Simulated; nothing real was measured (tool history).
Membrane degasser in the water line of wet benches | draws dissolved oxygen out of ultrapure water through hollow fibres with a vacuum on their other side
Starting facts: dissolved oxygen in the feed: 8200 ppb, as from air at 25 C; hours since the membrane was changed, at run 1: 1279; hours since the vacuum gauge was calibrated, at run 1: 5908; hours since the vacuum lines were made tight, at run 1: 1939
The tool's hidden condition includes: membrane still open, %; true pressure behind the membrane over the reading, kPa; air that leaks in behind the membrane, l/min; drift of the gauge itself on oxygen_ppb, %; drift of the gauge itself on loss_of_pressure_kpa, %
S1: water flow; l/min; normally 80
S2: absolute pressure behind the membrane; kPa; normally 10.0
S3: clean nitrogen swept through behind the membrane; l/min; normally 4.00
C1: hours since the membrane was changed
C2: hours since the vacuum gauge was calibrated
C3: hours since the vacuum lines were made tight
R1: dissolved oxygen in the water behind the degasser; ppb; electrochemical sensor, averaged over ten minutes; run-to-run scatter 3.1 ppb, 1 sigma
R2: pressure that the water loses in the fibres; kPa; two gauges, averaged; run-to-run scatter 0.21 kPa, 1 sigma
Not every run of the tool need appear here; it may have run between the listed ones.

Run 1, day 0.000: usual settings; C1 1279; C2 5908; C3 1939. Result: R1 329.1 ppb, R2 46.80 kPa.
Run 2, day 1.262: usual settings; C1 1309; C2 5938; C3 1970. Result: R1 325.4 ppb, R2 47.14 kPa.
Run 3, day 3.321: usual settings; C1 1358; C2 5987; C3 2019. Result: R1 328.5 ppb, R2 47.04 kPa.
Run 4, day 5.304: usual settings; C1 1406; C2 6035; C3 2067. Result: R1 329.9 ppb, R2 46.86 kPa.
Run 5, day 6.521: usual settings but S3 4.69 l/min; C1 1435; C2 6064; C3 2096. Result: R1 285.4 ppb, R2 47.22 kPa.
Run 6, day 7.946: usual settings; C1 1469; C2 6098; C3 2130. Result: R1 328.5 ppb, R2 46.91 kPa.
Run 7, day 9.796: usual settings; C1 1514; C2 6143; C3 2175. Result: R1 326.9 ppb, R2 47.01 kPa.
Run 8, day 11.767: usual settings but S2 24.4 kPa; C1 1561; C2 6190; C3 2222. Result: R1 887.7 ppb, R2 47.20 kPa.
Run 9, day 13.300: usual settings; C1 1598; C2 6227; C3 2259. Result: R1 332.2 ppb, R2 47.58 kPa.
Run 10, day 15.000: usual settings; C1 1639; C2 6268; C3 2300. Result: R1 331.5 ppb, R2 47.40 kPa.
Run 11, day 16.012: usual settings; C1 1663; C2 6292; C3 2324. Result: R1 329.3 ppb, R2 47.14 kPa.
Run 12, day 17.083: usual settings but S2 11.8 kPa; C1 1689; C2 6318; C3 2349. Result: R1 404.2 ppb, R2 47.24 kPa.
Run 13, day 18.800: usual settings but S2 11.8 kPa; C1 1730; C2 6359; C3 2391. Result: R1 406.2 ppb, R2 47.42 kPa.
Run 14, day 20.621: usual settings but S2 21.0 kPa; C1 1773; C2 6403; C3 2434. Result: R1 751.9 ppb, R2 47.80 kPa.
Run 15, day 22.075: usual settings but S1 90 l/min, S2 21.0 kPa; C1 1808; C2 6438; C3 2469. Result: R1 850.0 ppb, R2 53.62 kPa.
Run 16, day 23.054: usual settings but S1 90 l/min, S2 21.0 kPa, S3 7.29 l/min; C1 1832; C2 6461; C3 2493. Result: R1 540.5 ppb, R2 53.82 kPa.
Run 17, day 24.625: usual settings but S1 60 l/min, S2 7.4 kPa, S3 8.18 l/min; C1 1870; C2 6499; C3 2530. Result: R1 85.8 ppb, R2 35.66 kPa.
Run 18, day 25.871: usual settings but S1 60 l/min, S2 7.4 kPa, S3 8.18 l/min; C1 1899; C2 6529; C3 2560. Result: R1 86.7 ppb, R2 36.18 kPa.
Run 19, day 26.783: usual settings but S1 60 l/min, S2 7.4 kPa, S3 8.18 l/min; C1 1921; C2 6551; C3 2582. Result: R1 85.6 ppb, R2 35.70 kPa.
Run 20, day 27.762: usual settings but S1 106 l/min, S2 10.8 kPa, S3 8.19 l/min; C1 1945; C2 6574; C3 2606. Result: R1 317.9 ppb, R2 63.45 kPa.
Run 21, day 29.633: usual settings but S1 73 l/min, S2 7.2 kPa, S3 4.68 l/min; C1 1990; C2 6619; C3 2651. Result: R1 166.1 ppb, R2 43.40 kPa.
Run 22, day 31.342: usual settings but S1 120 l/min, S2 6.9 kPa, S3 4.30 l/min; C1 2031; C2 6660; C3 2692. Result: R1 339.4 ppb, R2 71.78 kPa.
Run 23, day 33.317: usual settings but S1 91 l/min, S2 20.6 kPa, S3 2.38 l/min; C1 2078; C2 6707; C3 2739. Result: R1 1232.3 ppb, R2 54.71 kPa.
Run 24, day 34.408: usual settings but S1 91 l/min, S2 20.6 kPa, S3 2.38 l/min; C1 2104; C2 6733; C3 2765. Result: R1 1233.6 ppb, R2 54.61 kPa.
At day 35.358: gauge calibrated.
Run 25, day 35.958: usual settings but S1 91 l/min, S2 20.6 kPa, S3 2.38 l/min; C1 2142; C2 6771; C3 2803. Result: R1 1242.1 ppb, R2 53.43 kPa.
Run 26, day 37.792: usual settings but S2 14.5 kPa, S3 9.17 l/min; C1 2186; C2 6815; C3 2846. Result: R1 264.7 ppb, R2 46.82 kPa.
Run 27, day 39.579: usual settings but S1 74 l/min, S2 7.9 kPa, S3 2.74 l/min; C1 2228; C2 6858; C3 2889. Result: R1 289.6 ppb, R2 43.57 kPa.
Run 28, day 41.321: usual settings but S1 91 l/min; C1 2270; C2 6899; C3 2931. Result: R1 387.8 ppb, R2 53.96 kPa.
Run 29, day 42.621: usual settings but S1 54 l/min, S2 8.0 kPa; C1 2301; C2 6931; C3 2962. Result: R1 154.1 ppb, R2 32.05 kPa.

Forecast each of these 4 alternatives for the next run:
Run A, day 43.833: usual settings but S1 112 l/min, S2 8.2 kPa, S3 2.61 l/min; C1 2331; C2 6960; C3 2991. Result: R1 ?, R2 ?.
Run B, day 43.833: usual settings but S1 90 l/min, S3 1.81 l/min; C1 2331; C2 6960; C3 2991. Result: R1 ?, R2 ?.
Run C, day 43.833: usual settings but S1 49 l/min, S2 22.2 kPa, S3 4.98 l/min; C1 2331; C2 6960; C3 2991. Result: R1 ?, R2 ?.
Run D, day 43.833: usual settings but S1 111 l/min, S2 17.3 kPa, S3 3.45 l/min; C1 2331; C2 6960; C3 2991. Result: R1 ?, R2 ?.

run     R1     R2
  A  504.1  65.87
  B  657.1  53.30
  C  423.3  29.06
  D  952.4  65.20
Stripped of hidden state, with their random variation kept, the same runs would have yielded:
run     R1     R2
  A  503.6  65.46
  B  656.5  52.97
  C  423.2  28.89
  D  951.9  64.80
